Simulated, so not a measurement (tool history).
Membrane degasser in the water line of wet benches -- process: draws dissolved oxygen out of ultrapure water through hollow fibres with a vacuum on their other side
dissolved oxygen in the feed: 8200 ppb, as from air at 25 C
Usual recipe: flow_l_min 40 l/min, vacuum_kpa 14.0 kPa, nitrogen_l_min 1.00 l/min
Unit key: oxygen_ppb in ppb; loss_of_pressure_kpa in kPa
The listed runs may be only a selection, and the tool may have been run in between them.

run    hour  flow_l_min  vacuum_kpa  nitrogen_l_min  oxygen_ppb  loss_of_pressure_kpa
  1     0.0          40        14.0            1.00       801.0                 53.79
  2   247.0          40        14.0            1.00       802.7                 53.25
  3   570.3          34        14.0            1.00       709.5                 45.64
  4   733.6          40        14.0            2.18       431.7                 53.30
  5   931.4          40        14.0            1.00       802.2                 53.26
  6  1148.5          40        14.0            2.21       426.0                 53.39
  7  1414.0          40        14.0            2.21       425.1                 53.67
  8  1757.0          40        14.0            2.21       425.4                 53.44
  9  2023.8          40        14.0            2.21       425.5                 53.56
 10  2187.4          40        14.0            2.21       427.5                 53.63
 11  2411.8          40        14.0            2.21       424.4                 53.71
 12  2577.0          55        14.0            2.21       561.9                 73.66
 13  2778.5          55        14.0            2.21       562.6                 73.92
 14  2933.7          40        14.0            2.53       378.7                 53.37
 15  3231.9          40        12.5            1.00       701.7                 53.51
 16  3422.5          31        14.0            1.00       658.3                 41.66
 17  3583.8          35        20.6            0.58      1622.1                 46.75
 18  3893.8          52        14.5            1.00      1014.8                 69.37
 19  4231.2          32         9.5            1.15       361.9                 42.96
 20  4534.2          52        23.6            0.76      2005.1                 69.04
 21  4836.3          52        23.6            0.76      2011.3                 69.57
 22  5065.3          51        23.6            0.76      1984.0                 68.37
 23  5273.9          26        14.9            1.00       617.0                 34.61
 24  5512.6          40         8.7            1.00       427.8                 52.90
 25  5818.3          32        14.0            0.90       729.1                 42.81
 26  6115.8          32        14.0            0.90       734.2                 42.52
 27  6299.2          32        14.0            0.90       733.2                 42.72
 28  6453.2          40        14.0            1.21       694.0                 53.16
 29  6598.1          56        13.1            0.83      1078.4                 74.29
 30  6898.4          53        13.4            1.14       854.7                 70.69
 31  7089.3          64        14.0            2.40       602.1                 85.06

Not shown here: 3 entries made in the log between runs. Locate each between two listed runs and compare the hidden state at the listed run before it with the hidden state at the listed run after it:
In the gap between runs 11 and 12: vacuum gauge calibrated (hour 2427.7)
  true pressure behind the membrane over the reading, kPa: 0.01 -> 0
In the gap between runs 15 and 16: seals of the vacuum lines changed (hour 3394.5)
  air that leaks in behind the membrane, l/min: 0.0028 -> 0.002
In the gap between runs 19 and 20: membrane cartridge changed (hour 4251.8)
  membrane still open, %: 99.7 -> 100; air that leaks in behind the membrane, l/min: 0.0021 -> 0.0022
